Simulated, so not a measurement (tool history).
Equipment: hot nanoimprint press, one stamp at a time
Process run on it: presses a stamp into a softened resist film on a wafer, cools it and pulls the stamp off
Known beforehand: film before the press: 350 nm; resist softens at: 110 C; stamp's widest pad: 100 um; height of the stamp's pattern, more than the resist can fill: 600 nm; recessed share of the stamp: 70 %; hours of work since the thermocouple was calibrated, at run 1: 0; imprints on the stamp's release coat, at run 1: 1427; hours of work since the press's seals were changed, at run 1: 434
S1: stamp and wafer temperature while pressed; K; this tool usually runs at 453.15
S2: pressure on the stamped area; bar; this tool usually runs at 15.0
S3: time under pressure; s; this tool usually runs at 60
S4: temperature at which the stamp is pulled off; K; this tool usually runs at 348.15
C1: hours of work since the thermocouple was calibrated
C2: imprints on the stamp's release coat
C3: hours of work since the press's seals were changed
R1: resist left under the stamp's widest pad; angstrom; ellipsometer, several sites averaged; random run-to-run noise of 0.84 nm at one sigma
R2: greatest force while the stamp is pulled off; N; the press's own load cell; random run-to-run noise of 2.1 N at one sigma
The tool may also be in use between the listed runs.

Run 1, hour 0.0: usual settings; C1 0; C2 1427; C3 434. Result: R1 1987 angstrom, R2 147 N.
Run 2, hour 30.3: usual settings but S3 41 s; C1 22; C2 1523; C3 455. Result: R1 2231 angstrom, R2 153 N.
At hour 77.5: stamp cleaned and given a new release coat.
Run 3, hour 89.3: usual settings but S4 334.15 K; C1 59; C2 37; C3 493. Result: R1 1981 angstrom, R2 109 N.
Run 4, hour 122.6: usual settings but S4 334.15 K; C1 83; C2 143; C3 517. Result: R1 1994 angstrom, R2 115 N.
Run 5, hour 168.2: usual settings but S4 334.15 K; C1 116; C2 287; C3 549. Result: R1 1998 angstrom, R2 123 N.
Run 6, hour 199.5: usual settings but S4 334.15 K; C1 138; C2 385; C3 572. Result: R1 1969 angstrom, R2 122 N.
Run 7, hour 249.1: usual settings but S4 334.15 K; C1 173; C2 542; C3 607. Result: R1 1979 angstrom, R2 134 N.
Run 8, hour 284.5: usual settings; C1 199; C2 654; C3 632. Result: R1 1964 angstrom, R2 116 N.
Run 9, hour 314.2: usual settings; C1 220; C2 748; C3 653. Result: R1 1966 angstrom, R2 120 N.
At hour 333.8: press's hydraulic seals changed and the load cell set to zero.
Run 10, hour 371.8: usual settings; C1 255; C2 904; C3 27. Result: R1 1931 angstrom, R2 122 N.
Run 11, hour 422.1: usual settings; C1 291; C2 1063; C3 63. Result: R1 1937 angstrom, R2 127 N.
Run 12, hour 463.7: usual settings; C1 321; C2 1194; C3 93. Result: R1 1914 angstrom, R2 136 N.
Run 13, hour 486.9: usual settings but S4 352.15 K; C1 337; C2 1268; C3 109. Result: R1 1927 angstrom, R2 131 N.
Run 14, hour 527.7: usual settings; C1 367; C2 1397; C3 138. Result: R1 1937 angstrom, R2 143 N.
Run 15, hour 559.9: usual settings; C1 390; C2 1498; C3 161. Result: R1 1918 angstrom, R2 146 N.
At hour 615.4: stamp cleaned and given a new release coat.
Run 16, hour 616.8: usual settings; C1 426; C2 4; C3 198. Result: R1 1913 angstrom, R2 84 N.
Run 17, hour 652.9: usual settings but S1 461.15 K, S2 12.5 bar, S3 81 s, S4 343.15 K; C1 452; C2 118; C3 223. Result: R1 1501 angstrom, R2 103 N.
Run 18, hour 688.4: usual settings but S1 461.15 K, S2 12.5 bar, S3 81 s, S4 343.15 K; C1 477; C2 230; C3 249. Result: R1 1510 angstrom, R2 102 N.
Run 19, hour 715.8: usual settings but S1 461.15 K, S2 12.5 bar, S3 81 s, S4 343.15 K; C1 497; C2 317; C3 268. Result: R1 1499 angstrom, R2 103 N.
Run 20, hour 742.0: usual settings but S1 461.15 K, S2 17.2 bar, S3 81 s, S4 343.15 K; C1 515; C2 400; C3 287. Result: R1 1279 angstrom, R2 112 N.
At hour 772.2: plate thermocouple calibrated.
Run 21, hour 789.4: usual settings but S1 461.15 K, S2 19.2 bar, S3 31 s, S4 343.15 K; C1 12; C2 540; C3 319. Result: R1 1823 angstrom, R2 120 N.
Run 22, hour 821.9: usual settings but S1 461.15 K, S2 19.2 bar, S3 31 s, S4 336.15 K; C1 35; C2 642; C3 342. Result: R1 1807 angstrom, R2 131 N.
Run 23, hour 845.7: usual settings but S1 442.15 K, S2 10.0 bar, S3 50 s, S4 350.15 K; C1 52; C2 718; C3 359. Result: R1 2942 angstrom, R2 112 N.
Run 24, hour 900.1: usual settings but S1 442.15 K, S2 10.0 bar, S3 50 s, S4 350.15 K; C1 91; C2 889; C3 398. Result: R1 2904 angstrom, R2 116 N.
Run 25, hour 952.3: usual settings but S1 442.15 K, S2 17.8 bar, S3 104 s, S4 350.15 K; C1 129; C2 1054; C3 435. Result: R1 2118 angstrom, R2 123 N.
Run 26, hour 998.0: usual settings but S1 442.15 K, S2 14.0 bar, S3 59 s, S4 350.15 K; C1 161; C2 1198; C3 468. Result: R1 2617 angstrom, R2 130 N.
Run 27, hour 1029.3: usual settings but S1 447.15 K, S2 14.0 bar, S3 36 s, S4 335.15 K; C1 183; C2 1297; C3 490. Result: R1 2634 angstrom, R2 170 N.
Run 28, hour 1078.9: usual settings but S1 457.15 K, S2 17.1 bar, S3 85 s, S4 353.15 K; C1 219; C2 1454; C3 525. Result: R1 1463 angstrom, R2 134 N.
Run 29, hour 1113.7: usual settings but S1 458.15 K, S3 31 s; C1 244; C2 1564; C3 550. Result: R1 2140 angstrom, R2 146 N.
At hour 1147.9: stamp cleaned and given a new release coat.
Run 30, hour 1175.1: usual settings but S1 455.15 K, S2 23.9 bar, S3 61 s, S4 346.15 K; C1 283; C2 86; C3 590. Result: R1 1506 angstrom, R2 95 N.
Run 31, hour 1206.7: usual settings but S1 451.15 K, S2 16.1 bar, S3 49 s, S4 336.15 K; C1 306; C2 185; C3 612. Result: R1 2095 angstrom, R2 117 N.

The same runs without the tool's hidden state, with the same run-to-run variation:
Hidden state at play: true temperature over the reading, C; pressure that arrives at the usual setting, %; grip of the stamp's worn release coat, % over a new coat's; drift of the gauge itself on residual_nm, %; drift of the gauge itself on pull_off_n, %.
run    R1   R2
  1  1965   92
  2  2212   93
  3  1967  107
  4  1983  110
  5  1991  111
  6  1966  107
  7  1979  111
  8  1968   93
  9  1973   94
 10  1974   91
 11  1984   90
 12  1965   93
 13  1980   87
 14  1995   91
 15  1978   91
 16  1977   86
 17  1556  101
 18  1569   96
 19  1560   94
 20  1333   99
 21  1805   99
 22  1792  104
 23  2937   87
 24  2903   85
 25  2117   87
 26  2624   87
 27  2642  111
 28  1470   83
 29  2153   89
 30  1512   93
 31  2117  110
